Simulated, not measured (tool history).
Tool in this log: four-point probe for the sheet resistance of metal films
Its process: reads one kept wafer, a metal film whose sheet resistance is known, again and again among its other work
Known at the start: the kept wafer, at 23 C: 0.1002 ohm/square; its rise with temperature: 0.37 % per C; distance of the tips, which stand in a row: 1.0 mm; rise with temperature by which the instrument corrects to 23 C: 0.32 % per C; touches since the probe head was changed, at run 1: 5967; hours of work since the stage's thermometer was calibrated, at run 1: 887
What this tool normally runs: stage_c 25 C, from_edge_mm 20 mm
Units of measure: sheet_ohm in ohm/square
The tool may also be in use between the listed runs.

run	hour	stage_c	from_edge_mm	touches since the probe head was changed	hours of work since the stage's thermometer was calibrated	sheet_ohm
1	0	25	20	5967	887	0.100551
2	16.2	25	20	6867	898	0.100585
3	31.1	29	20	7689	909	0.100749
4	41.8	29	20	8285	916	0.100787
5	53.5	29	20	8935	924	0.100729
6	69.7	30	20	9833	935	0.10081
7	83.2	25	20	10584	945	0.100649
8	94.1	25	37	11186	952	0.100502
9	105.1	25	37	11795	960	0.100498
10	113.9	25	37	12284	966	0.100495
11	121.7	25	4	12716	972	0.103745
12	129.8	22	65	13168	977	0.100331
13	141	33	3	13788	985	0.106533
14	149.6	20	15	14264	991	0.100504
15	162.4	20	15	14974	1000	0.100513
16	171.2	20	15	15462	1006	0.100468
17	186.6	20	15	16316	1017	0.100511
18	193.3	18	32	16692	1021	0.100243
19	203.7	19	40	17266	1029	0.100254
20	218.7	34	61	18098	1039	0.100924
21	228.1	27	61	18622	1045	0.100601

What if the next run were any one of these 3? Each begins from the tool's condition after run 21:
A	236.9	24	9	19106	1052	?
B	236.9	24	61	19106	1052	?
C	236.9	19	61	19106	1052	?

run	sheet_ohm
A	0.10113
B	0.10045
C	0.100243
Stripped of hidden state, with their random variation kept, the same runs would have yielded:
run	sheet_ohm
A	0.100898
B	0.100219
C	0.100011

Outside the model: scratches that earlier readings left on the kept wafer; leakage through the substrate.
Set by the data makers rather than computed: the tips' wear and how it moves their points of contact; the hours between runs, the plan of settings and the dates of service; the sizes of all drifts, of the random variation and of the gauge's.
